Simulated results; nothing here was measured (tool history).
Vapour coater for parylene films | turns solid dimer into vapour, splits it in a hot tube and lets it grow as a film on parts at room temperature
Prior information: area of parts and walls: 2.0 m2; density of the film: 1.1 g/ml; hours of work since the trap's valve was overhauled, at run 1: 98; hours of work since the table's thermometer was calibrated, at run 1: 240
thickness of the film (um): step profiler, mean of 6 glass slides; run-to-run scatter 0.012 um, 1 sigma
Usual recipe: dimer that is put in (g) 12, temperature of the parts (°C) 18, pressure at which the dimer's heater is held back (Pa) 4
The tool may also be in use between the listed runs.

run,day,dimer that is put in (g),temperature of the parts (°C),pressure at which the dimer's heater is held back (Pa),hours of work since the trap's valve was overhauled,hours of work since the table's thermometer was calibrated,thickness of the film (um)
1,0,12,18,4,98,240,2.59
2,1.017,12,18,4,109,251,2.63
3,1.792,12,18,5.91,118,259,2.54
4,2.775,12,14,4,128,270,2.84
5,3.475,12,14,4,136,277,2.84
6,4.342,12,14,4,145,286,2.85
7,4.833,12,18,4,150,292,2.61
8,5.792,12,18,4,161,302,2.63
9,6.642,12,18,4,170,311,2.61
10,7.204,12,18,4,176,317,2.62
11,8.242,12,18,4,187,328,2.6
12,8.808,12,23,4,193,334,2.33
13,9.425,12,23,4,200,341,2.35
14,10.175,12,12,4,208,349,2.98
15,10.85,12,18,4,215,356,2.6
16,11.325,12,18,4,220,361,2.64
17,11.875,12,18,4,226,367,2.59
# day 12.692: trap's valve overhauled
18,12.996,12,18,7.59,3,377,2.5
19,13.488,15,20,8.09,9,383,2.98
20,14.529,15,20,8.09,20,394,2.98
21,15.612,15,20,8.09,31,406,2.95
22,16.171,5,14,2.3,37,412,1.24
23,17.1,5,30,2.3,47,422,0.88
24,17.9,5,30,2.3,56,430,0.88
25,18.388,15,28,7.74,61,435,2.53
26,19.45,10,18,4,73,447,2.17
27,20.067,15,16,4.45,79,453,3.38
28,20.883,15,18,3.32,88,462,3.3
29,21.375,15,18,3.32,93,467,3.3
30,22.062,9,20,4,101,475,1.89
31,22.588,18,20,7.81,106,480,3.57
32,23.171,18,11,7.81,112,487,4.28

What differs in the tool's unlogged condition from the final listed run ahead of each entry between runs to the first listed run following it?
Runs 17 to 18: trap's valve overhauled (day 12.692)
  vapour lost through the trap's worn valve, %: 0.2 -> 0
